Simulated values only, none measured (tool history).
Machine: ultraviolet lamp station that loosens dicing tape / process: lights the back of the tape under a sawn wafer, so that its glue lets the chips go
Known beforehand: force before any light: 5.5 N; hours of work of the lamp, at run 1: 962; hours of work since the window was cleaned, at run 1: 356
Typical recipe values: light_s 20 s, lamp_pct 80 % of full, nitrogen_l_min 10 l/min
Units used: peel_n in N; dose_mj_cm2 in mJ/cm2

| run | hour | light_s | lamp_pct | nitrogen_l_min | hours of work of the lamp | hours of work since the window was cleaned | peel_n | dose_mj_cm2 |
|---|---|---|---|---|---|---|---|---|
| 1 | 0 | 20 | 80 | 10 | 962 | 356 | 0.432 | 327 |
| 2 | 41.2 | 20 | 80 | 10 | 987 | 380 | 0.427 | 321 |
| 3 | 109.1 | 20 | 80 | 10 | 1027 | 421 | 0.453 | 315 |
| 4 | 146.6 | 20 | 80 | 5 | 1049 | 443 | 0.852 | 311 |
| 5 | 188.8 | 20 | 80 | 13 | 1074 | 468 | 0.386 | 309 |
| 6 | 255.4 | 13 | 80 | 13 | 1114 | 508 | 1.02 | 194 |
| 7 | 324.6 | 13 | 80 | 13 | 1155 | 549 | 1 | 189 |
| 8 | 372.5 | 13 | 80 | 13 | 1183 | 577 | 1.019 | 185 |
| 9 | 438.1 | 13 | 80 | 13 | 1222 | 616 | 1.125 | 183 |
| 10 | 468.1 | 13 | 80 | 13 | 1240 | 634 | 1.071 | 177 |
| 11 | 499.6 | 13 | 80 | 13 | 1259 | 653 | 1.157 | 178 |
|  | 550.4 | window cleaned of glue's vapour |
| 12 | 572.2 | 13 | 83 | 4 | 1302 | 13 | 2.077 | 172 |
| 13 | 621.7 | 15 | 91 | 9 | 1331 | 42 | 1.06 | 217 |
| 14 | 694.2 | 15 | 74 | 4 | 1374 | 85 | 2.061 | 167 |
| 15 | 747.5 | 15 | 99 | 4 | 1406 | 117 | 1.521 | 224 |
| 16 | 813.5 | 15 | 99 | 4 | 1445 | 156 | 1.637 | 220 |
|  | 830.7 | window cleaned of glue's vapour, once more |
|  | 838 | lamp changed |
| 17 | 867.2 | 15 | 99 | 4 | 17 | 21 | 0.518 | 437 |
| 18 | 923.8 | 17 | 82 | 10 | 51 | 55 | 0.261 | 399 |
| 19 | 977.4 | 29 | 95 | 10 | 83 | 87 | 0.061 | 779 |
| 20 | 1037.4 | 29 | 95 | 10 | 118 | 122 | 0.063 | 778 |
| 21 | 1097 | 27 | 77 | 3 | 154 | 158 | 0.349 | 573 |
| 22 | 1137.9 | 27 | 77 | 3 | 178 | 182 | 0.375 | 558 |

Alternative continuations, all from the tool just after run 22; predict every row:
| A | 1174.1 | 20 | 80 | 5 | 200 | 203 | ? | ? |
| B | 1174.1 | 20 | 86 | 4 | 200 | 203 | ? | ? |
| C | 1174.1 | 37 | 77 | 5 | 200 | 203 | ? | ? |
| D | 1174.1 | 15 | 96 | 3 | 200 | 203 | ? | ? |
| E | 1174.1 | 20 | 97 | 15 | 200 | 203 | ? | ? |

| run | peel_n | dose_mj_cm2 |
|---|---|---|
| A | 0.416 | 434 |
| B | 0.454 | 465 |
| C | 0.104 | 769 |
| D | 0.865 | 391 |
| E | 0.081 | 524 |
Without the tool's unlogged condition, the same runs would have read:
| run | peel_n | dose_mj_cm2 |
|---|---|---|
| A | 0.324 | 482 |
| B | 0.353 | 516 |
| C | 0.085 | 854 |
| D | 0.709 | 435 |
| E | 0.067 | 581 |
